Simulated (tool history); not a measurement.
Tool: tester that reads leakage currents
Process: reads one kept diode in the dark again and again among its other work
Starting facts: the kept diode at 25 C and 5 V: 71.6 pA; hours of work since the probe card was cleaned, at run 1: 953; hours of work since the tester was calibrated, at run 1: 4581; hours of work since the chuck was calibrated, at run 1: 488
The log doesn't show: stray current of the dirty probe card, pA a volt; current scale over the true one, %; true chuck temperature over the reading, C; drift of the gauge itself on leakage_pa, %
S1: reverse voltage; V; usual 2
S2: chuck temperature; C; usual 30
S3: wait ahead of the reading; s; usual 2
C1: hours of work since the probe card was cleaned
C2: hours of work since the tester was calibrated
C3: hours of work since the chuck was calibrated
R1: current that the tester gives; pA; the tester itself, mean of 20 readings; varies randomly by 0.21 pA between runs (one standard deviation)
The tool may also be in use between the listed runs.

run	hour	S1	S2	S3	C1	C2	C3	R1
1	0	2	30	2	953	4581	488	77.86
2	155.8	2	30	2	1045	4674	581	79.13
3	311	2	30	2	1138	4767	674	80.34
# hour 355.8: probe card cleaned and baked
# hour 371.9: tester calibrated
4	410.2	2	52	2	31	23	730	474.5
5	591.6	2	52	2	139	131	838	482.37
6	759.6	2	52	2	240	231	938	486.24
7	849.3	2	52	2	293	285	992	489.41
# hour 880.2: probe card cleaned and baked, once more
8	930.6	1.87	22	0.35	30	331	1038	38.59
9	1038.2	19.02	37	5.91	94	395	1102	501.81
10	1219.8	19.02	39	5.91	203	504	1211	605.16

Each row is a separate what-if for the run after 10, all from the same tool condition, not one after another. Results?
A	1405.2	1.74	57	0.67	313	614	1321	?
B	1405.2	1.44	60	7.82	313	614	1321	?
C	1405.2	19.02	51	5.56	313	614	1321	?
D	1405.2	13.71	37	3.91	313	614	1321	?
E	1405.2	1.13	21	2	313	614	1321	?

run	R1
A	680.63
B	772.77
C	1584.94
D	438.3
E	28.02
Stripped of hidden state, with their random variation kept, the same runs would have yielded:
run	R1
A	571.65
B	651.13
C	1318.58
D	356.51
E	22.24

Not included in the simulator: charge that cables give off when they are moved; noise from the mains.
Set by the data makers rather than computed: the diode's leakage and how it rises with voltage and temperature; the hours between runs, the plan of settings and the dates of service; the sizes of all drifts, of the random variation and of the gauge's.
